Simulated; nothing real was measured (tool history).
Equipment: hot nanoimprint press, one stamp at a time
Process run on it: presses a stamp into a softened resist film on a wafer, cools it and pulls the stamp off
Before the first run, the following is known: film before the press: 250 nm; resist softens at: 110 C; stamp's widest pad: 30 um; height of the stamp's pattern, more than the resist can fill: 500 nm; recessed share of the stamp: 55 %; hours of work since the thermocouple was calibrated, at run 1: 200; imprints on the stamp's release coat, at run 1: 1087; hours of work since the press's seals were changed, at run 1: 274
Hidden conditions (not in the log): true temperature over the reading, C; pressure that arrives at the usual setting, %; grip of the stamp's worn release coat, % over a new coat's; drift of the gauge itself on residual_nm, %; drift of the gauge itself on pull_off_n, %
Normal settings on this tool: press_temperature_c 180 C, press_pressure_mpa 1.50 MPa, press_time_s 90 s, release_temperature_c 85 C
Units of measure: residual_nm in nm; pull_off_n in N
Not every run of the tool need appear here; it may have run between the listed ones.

run,hour,press_temperature_c,press_pressure_mpa,press_time_s,release_temperature_c,hours of work since the thermocouple was calibrated,imprints on the stamp's release coat,hours of work since the press's seals were changed,residual_nm,pull_off_n
1,0.0,180,1.50,90,85,200,1087,274,132.1,160
2,9.3,180,1.50,90,85,205,1127,279,132.6,160
3,25.3,180,1.50,90,85,214,1197,288,132.5,168
4,39.7,181,1.50,90,85,223,1260,296,128.4,159
# hour 53.2: stamp cleaned and given a new release coat
5,57.1,181,1.50,90,85,229,17,303,127.6,119
6,67.1,180,1.22,90,85,235,61,309,143.3,127
7,78.6,168,1.22,90,85,241,111,315,209.0,121
8,88.7,168,1.22,90,85,247,155,321,208.0,123
9,101.0,168,1.22,90,85,254,209,328,207.7,125
10,115.7,168,1.22,90,85,263,273,336,209.2,131
11,126.7,173,1.00,49,78,269,321,343,212.5,149
12,138.8,180,1.97,90,70,276,374,350,120.2,180

Predict the results of run 13:
13,151.7,180,1.97,90,70,283,430,357,?,?

{"run 13": {"residual_nm": 122.5, "pull_off_n": 191}}
On a tool with no hidden condition, and with the same random variation, this run would have come out at residual_nm 115.7 nm, pull_off_n 165 N.
